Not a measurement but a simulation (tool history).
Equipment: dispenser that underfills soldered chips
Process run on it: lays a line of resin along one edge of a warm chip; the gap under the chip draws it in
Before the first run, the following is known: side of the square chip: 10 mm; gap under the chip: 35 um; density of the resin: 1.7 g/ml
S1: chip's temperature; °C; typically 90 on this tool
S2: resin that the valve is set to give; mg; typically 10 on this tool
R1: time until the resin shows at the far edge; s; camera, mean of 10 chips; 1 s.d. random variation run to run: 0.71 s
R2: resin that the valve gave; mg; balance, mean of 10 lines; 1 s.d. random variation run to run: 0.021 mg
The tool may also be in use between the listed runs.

| run | hour | S1 | S2 | R1 | R2 |
|---|---|---|---|---|---|
| 1 | 0 | 90 | 10 | 79.1 | 10 |
| 2 | 7.1 | 77 | 10 | 146.2 | 9.94 |
| 3 | 14.9 | 85 | 10 | 81.3 | 9.88 |
| 4 | 21.8 | 85 | 10 | 101.2 | 9.92 |
| 5 | 33 | 85 | 10 | 79.6 | 9.87 |
| 6 | 39.8 | 90 | 9.8 | 87.1 | 9.61 |
| 7 | 50.9 | 90 | 9.8 | 68.2 | 9.61 |
| 8 | 60.1 | 90 | 10 | 88.6 | 9.97 |
| 9 | 75.4 | 90 | 10 | 79 | 9.97 |
| 10 | 89.4 | 90 | 10 | 68.9 | 9.88 |
| 11 | 101.8 | 89 | 10 | 104.2 | 9.84 |
| 12 | 115.3 | 89 | 10 | 90.7 | 9.8 |
| 13 | 126.7 | 90 | 10 | 73.7 | 9.77 |
| 14 | 133.3 | 90 | 10 | 88.8 | 9.8 |
| 15 | 145.3 | 90 | 10 | 71.7 | 9.89 |
| 16 | 157.5 | 90 | 10 | 104.1 | 9.88 |
| 17 | 171.9 | 97 | 10 | 76.8 | 9.83 |
| 18 | 181.1 | 90 | 10 | 68.1 | 9.81 |
| 19 | 188.9 | 90 | 10 | 87 | 9.78 |
| 20 | 198.5 | 101 | 9.8 | 49.1 | 9.55 |
| 21 | 208.6 | 101 | 9.8 | 67.9 | 9.52 |
| 22 | 220.8 | 101 | 9.8 | 55 | 9.75 |
| 23 | 232.5 | 79 | 12.5 | 148.6 | 12.48 |
| 24 | 246.9 | 79 | 12.5 | 131.9 | 12.38 |
| 25 | 261.7 | 78 | 10.9 | 120.9 | 10.76 |
| 26 | 269.8 | 86 | 10.1 | 121.9 | 9.95 |
| 27 | 285 | 77 | 11.2 | 147.2 | 10.98 |
| 28 | 299.1 | 77 | 11.2 | 124.1 | 11.27 |
| 29 | 306.8 | 99 | 9.6 | 82.8 | 9.6 |
| 30 | 314.6 | 90 | 9.2 | 79.2 | 9.21 |
| 31 | 322.4 | 92 | 11 | 93.1 | 10.95 |
| 32 | 331.3 | 87 | 10.7 | 79.4 | 10.63 |
| 33 | 338.5 | 97 | 10 | 76.9 | 9.89 |
| 34 | 345.1 | 100 | 10.9 | 48.9 | 10.78 |
| 35 | 358.6 | 91 | 12.2 | 97.2 | 12.01 |

Put back what was entered between runs (23 entries, withheld): which listed runs does each sit between, and how does the hidden state differ from the listed run before to the listed run after?
After run 2, before run 3: new syringe of resin (hour 11.8)
  resin's viscosity, % of fresh resin's: 152.6 -> 110.5; dose that the valve gives, % of what is set: 99.35 -> 99.14; true chip temperature over the reading, C: 0.21 -> 0.2
  measured minus no-state result, R1: +49.8 -> +7.3 s; R2: -0.06 -> -0.09 mg
After run 4, before run 5: new syringe of resin (hour 30.3)
  resin's viscosity, % of fresh resin's: 137.3 -> 109; dose that the valve gives, % of what is set: 98.92 -> 98.62; true chip temperature over the reading, C: 0.18 -> 0.16
  measured minus no-state result, R1: +27.2 -> +6.3 s; R2: -0.11 -> -0.13 mg
After run 6, before run 7: new syringe of resin (hour 48.7)
  resin's viscosity, % of fresh resin's: 135.2 -> 107; dose that the valve gives, % of what is set: 98.4 -> 98.09; true chip temperature over the reading, C: 0.14 -> 0.12
  measured minus no-state result, R1: +22.5 -> +4.3 s; R2: -0.16 -> -0.19 mg
After run 7, before run 8: dispensing valve cleaned and set on the balance (hour 58.2)
  resin's viscosity, % of fresh resin's: 107 -> 138.8; dose that the valve gives, % of what is set: 98.09 -> 99.86; true chip temperature over the reading, C: 0.12 -> 0.1
  measured minus no-state result, R1: +4.3 -> +24.8 s; R2: -0.19 -> -0.01 mg
After run 8, before run 9: new syringe of resin (hour 68.5)
  resin's viscosity, % of fresh resin's: 138.8 -> 124.3; dose that the valve gives, % of what is set: 99.86 -> 99.41; true chip temperature over the reading, C: 0.1 -> 0.07
  measured minus no-state result, R1: +24.8 -> +15.3 s; R2: -0.01 -> -0.06 mg
After run 9, before run 10: new syringe of resin (hour 87)
  resin's viscosity, % of fresh resin's: 124.3 -> 108.5; dose that the valve gives, % of what is set: 99.41 -> 99; true chip temperature over the reading, C: 0.07 -> 0.04
  measured minus no-state result, R1: +15.3 -> +5.4 s; R2: -0.06 -> -0.1 mg
After run 11, before run 12: new syringe of resin (hour 104.8)
  resin's viscosity, % of fresh resin's: 160.5 -> 139; dose that the valve gives, % of what is set: 98.59 -> 98.17; true chip temperature over the reading, C: 0.01 -> -0.01
  measured minus no-state result, R1: +39.3 -> +25.6 s; R2: -0.14 -> -0.19 mg
After run 12, before run 13: new syringe of resin (hour 122.6)
  resin's viscosity, % of fresh resin's: 139 -> 114.3; dose that the valve gives, % of what is set: 98.17 -> 97.83; true chip temperature over the reading, C: -0.01 -> -0.04
  measured minus no-state result, R1: +25.6 -> +9.4 s; R2: -0.19 -> -0.22 mg
After run 14, before run 15: dispensing valve cleaned and set on the balance (hour 136.5); new syringe of resin (hour 142.3)
  resin's viscosity, % of fresh resin's: 140.7 -> 111.5; dose that the valve gives, % of what is set: 97.66 -> 99.13; true chip temperature over the reading, C: -0.05 -> -0.08
  measured minus no-state result, R1: +26.1 -> +7.5 s; R2: -0.23 -> -0.08 mg
After run 16, before run 17: new syringe of resin (hour 160.6)
  resin's viscosity, % of fresh resin's: 163.6 -> 145.1; dose that the valve gives, % of what is set: 98.74 -> 98.27; true chip temperature over the reading, C: -0.1 -> -0.13
  measured minus no-state result, R1: +40.7 -> +24 s; R2: -0.12 -> -0.17 mg
After run 17, before run 18: new syringe of resin (hour 178.6)
  resin's viscosity, % of fresh resin's: 145.1 -> 106.8; dose that the valve gives, % of what is set: 98.27 -> 97.99; true chip temperature over the reading, C: -0.13 -> -0.15
  measured minus no-state result, R1: +24 -> +4.7 s; R2: -0.17 -> -0.2 mg
After run 19, before run 20: new syringe of resin (hour 197.2)
  resin's viscosity, % of fresh resin's: 136.6 -> 104.8; dose that the valve gives, % of what is set: 97.74 -> 97.48; true chip temperature over the reading, C: -0.17 -> -0.19
  measured minus no-state result, R1: +24 -> +2.6 s; R2: -0.22 -> -0.24 mg
After run 21, before run 22: dispensing valve cleaned and set on the balance (hour 214); new syringe of resin (hour 215.9)
  resin's viscosity, % of fresh resin's: 144.4 -> 116.3; dose that the valve gives, % of what is set: 97.18 -> 99.78; true chip temperature over the reading, C: -0.21 -> -0.23
  measured minus no-state result, R1: +21.3 -> +8 s; R2: -0.28 -> -0.03 mg
After run 23, before run 24: new syringe of resin (hour 235)
  resin's viscosity, % of fresh resin's: 168.3 -> 148.3; dose that the valve gives, % of what is set: 99.42 -> 99.04; true chip temperature over the reading, C: -0.25 -> -0.29
  measured minus no-state result, R1: +61.3 -> +43.8 s; R2: -0.07 -> -0.12 mg
After run 24, before run 25: new syringe of resin (hour 253.2)
  resin's viscosity, % of fresh resin's: 148.3 -> 129.6; dose that the valve gives, % of what is set: 99.04 -> 98.6; true chip temperature over the reading, C: -0.29 -> -0.32
  measured minus no-state result, R1: +43.8 -> +28.6 s; R2: -0.12 -> -0.16 mg
After run 26, before run 27: new syringe of resin (hour 270.9)
  resin's viscosity, % of fresh resin's: 167.2 -> 153.9; dose that the valve gives, % of what is set: 98.35 -> 97.9; true chip temperature over the reading, C: -0.34 -> -0.37
  measured minus no-state result, R1: +49.8 -> +52.6 s; R2: -0.16 -> -0.24 mg
After run 27, before run 28: new syringe of resin (hour 289.4); dispensing valve cleaned and set on the balance (hour 291.7)
  resin's viscosity, % of fresh resin's: 153.9 -> 128.7; dose that the valve gives, % of what is set: 97.9 -> 100.31; true chip temperature over the reading, C: -0.37 -> -0.4
  measured minus no-state result, R1: +52.6 -> +28.8 s; R2: -0.24 -> +0.03 mg
After run 29, before run 30: new syringe of resin (hour 308.2)
  resin's viscosity, % of fresh resin's: 163.7 -> 121.8; dose that the valve gives, % of what is set: 100.05 -> 99.82; true chip temperature over the reading, C: -0.42 -> -0.43
  measured minus no-state result, R1: +32.8 -> +14.9 s; R2: +0 -> -0.01 mg
After run 31, before run 32: new syringe of resin (hour 326.7)
  resin's viscosity, % of fresh resin's: 155.8 -> 115.3; dose that the valve gives, % of what is set: 99.54 -> 99.31; true chip temperature over the reading, C: -0.45 -> -0.47
  measured minus no-state result, R1: +34 -> +11.6 s; R2: -0.05 -> -0.07 mg
After run 33, before run 34: new syringe of resin (hour 344.6)
  resin's viscosity, % of fresh resin's: 144.7 -> 101.7; dose that the valve gives, % of what is set: 99.08 -> 98.89; true chip temperature over the reading, C: -0.48 -> -0.5
  measured minus no-state result, R1: +24.6 -> +1.5 s; R2: -0.09 -> -0.12 mg
